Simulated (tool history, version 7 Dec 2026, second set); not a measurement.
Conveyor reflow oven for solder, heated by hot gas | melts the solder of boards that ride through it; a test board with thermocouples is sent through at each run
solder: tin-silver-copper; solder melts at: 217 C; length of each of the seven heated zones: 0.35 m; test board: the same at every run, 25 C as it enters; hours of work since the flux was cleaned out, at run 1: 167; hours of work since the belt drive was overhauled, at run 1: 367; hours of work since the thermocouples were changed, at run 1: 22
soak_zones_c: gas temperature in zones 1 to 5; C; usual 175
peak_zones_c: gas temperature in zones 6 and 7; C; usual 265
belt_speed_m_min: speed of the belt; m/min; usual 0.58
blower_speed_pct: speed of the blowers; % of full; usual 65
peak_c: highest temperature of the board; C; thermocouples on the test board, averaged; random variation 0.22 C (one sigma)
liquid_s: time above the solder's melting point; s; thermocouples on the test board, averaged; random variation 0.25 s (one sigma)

run,hour,soak_zones_c,peak_zones_c,belt_speed_m_min,blower_speed_pct,hours of work since the flux was cleaned out,hours of work since the belt drive was overhauled,hours of work since the thermocouples were changed,peak_c,liquid_s
1,0,175,265,0.58,65,167,367,22,243,45.2
2,4.9,175,265,0.58,65,169,370,25,242.8,45.4
3,10.8,175,265,0.58,65,173,373,28,242.4,45.4
4,18.5,175,265,0.58,65,177,377,33,242.5,45
5,24,175,264,0.58,65,181,381,36,241.3,44.1
6,29.3,175,264,0.58,65,184,384,39,241.8,44.4
7,38.5,175,265,0.58,85,189,389,44,246.7,49.9
8,47.7,175,265,0.58,65,194,394,50,242.3,44.7
9,52.8,175,265,0.58,65,197,397,53,242.8,44.7
10,58.6,175,265,0.58,65,201,401,56,242.1,44.7
11,68.9,175,265,0.58,65,207,407,62,242.2,45
12,77.1,175,265,0.58,65,211,412,67,242.5,44.6
13,84.7,175,265,0.58,65,216,416,71,242.1,44.4
# hour 90.4: flux residue cleaned out of gas plates and filters
14,96.9,175,265,0.58,65,4,420,75,241.7,43.6
15,103.2,175,274,0.58,65,7,424,79,248.8,50.4
16,108.8,180,265,0.58,65,11,427,82,242.8,46.5
17,117.2,180,265,0.58,65,16,432,87,242.8,46.8
18,122,165,265,0.558,51,18,435,90,236.3,35.2
19,127.4,166,265,0.58,57,22,438,93,237,34.9
20,131.7,166,265,0.58,57,24,440,96,236.6,35.5
# hour 140.7: flux residue cleaned out of gas plates and filters, once more
21,144.8,170,256,0.699,53,2,445,100,224.7,13.5
22,149.8,189,255,0.541,65,5,448,103,240.7,54.7
23,158.1,178,267,0.58,65,10,453,108,246.4,50.5
24,165.7,181,274,0.58,65,15,457,113,252.9,56.5
25,171,181,274,0.58,65,18,460,116,252.3,56.1
26,180.8,181,274,0.58,65,23,466,121,252.4,56.2
27,186,181,274,0.58,65,26,469,124,252.6,56.1
28,190.9,181,274,0.58,65,29,472,127,252.4,56.3
29,198.7,182,272,0.555,80,34,477,132,255.3,62.7
30,204.3,182,272,0.555,80,37,480,135,255.9,62
31,213.9,185,258,0.58,65,43,485,141,240.7,47.4

3 ways to go on from here, each from the tool as it stands after run 31. What would each give?
A,221.7,175,274,0.504,65,47,490,145,?,?
B,221.7,175,278,0.58,65,47,490,145,?,?
C,221.7,160,265,0.58,59,47,490,145,?,?

run,peak_c,liquid_s
A,256.4,65.4
B,254.6,55.5
C,238.7,36.5
Without the tool's hidden state the same runs would have given:
run,peak_c,liquid_s
A,257,65.2
B,255.2,55.4
C,239.2,36.7
